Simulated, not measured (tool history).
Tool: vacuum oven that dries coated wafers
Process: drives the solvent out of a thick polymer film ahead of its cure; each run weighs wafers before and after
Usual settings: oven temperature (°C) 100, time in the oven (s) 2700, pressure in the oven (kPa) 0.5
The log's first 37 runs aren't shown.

| run | hour | oven temperature (°C) | time in the oven (s) | pressure in the oven (kPa) | solvent left in the film (%) |
|---|---|---|---|---|---|
| 38 | 1088.9 | 86 | 3120 | 0.313 | 4.01 |
| 39 | 1128 | 101 | 2700 | 0.5 | 1.41 |
| 40 | 1148.5 | 110 | 2820 | 0.293 | 0.49 |
| 41 | 1187 | 110 | 2820 | 0.366 | 0.47 |
| 42 | 1211.8 | 110 | 2820 | 0.366 | 0.5 |
| 43 | 1253 | 87 | 1680 | 1.252 | 6.93 |
| 44 | 1280.7 | 92 | 2700 | 1.093 | 4 |
| 45 | 1311 | 98 | 2700 | 1.626 | 3.16 |
| 46 | 1339 | 100 | 4860 | 1.779 | 2.43 |
| 47 | 1355.6 | 96 | 2700 | 0.5 | 2.21 |

4 ways to go on from here, each from the tool as it stands after run 47. What would each give?
| A | 1390.7 | 105 | 2700 | 0.5 | ? |
| B | 1390.7 | 96 | 2640 | 0.404 | ? |
| C | 1390.7 | 95 | 1500 | 0.589 | ? |
| D | 1390.7 | 100 | 2700 | 0.823 | ? |

| run | solvent left in the film (%) |
|---|---|
| A | 0.98 |
| B | 2.17 |
| C | 4.41 |
| D | 1.9 |
Without the tool's hidden state the same runs would have given:
| run | solvent left in the film (%) |
|---|---|
| A | 0.81 |
| B | 1.99 |
| C | 4.3 |
| D | 1.73 |
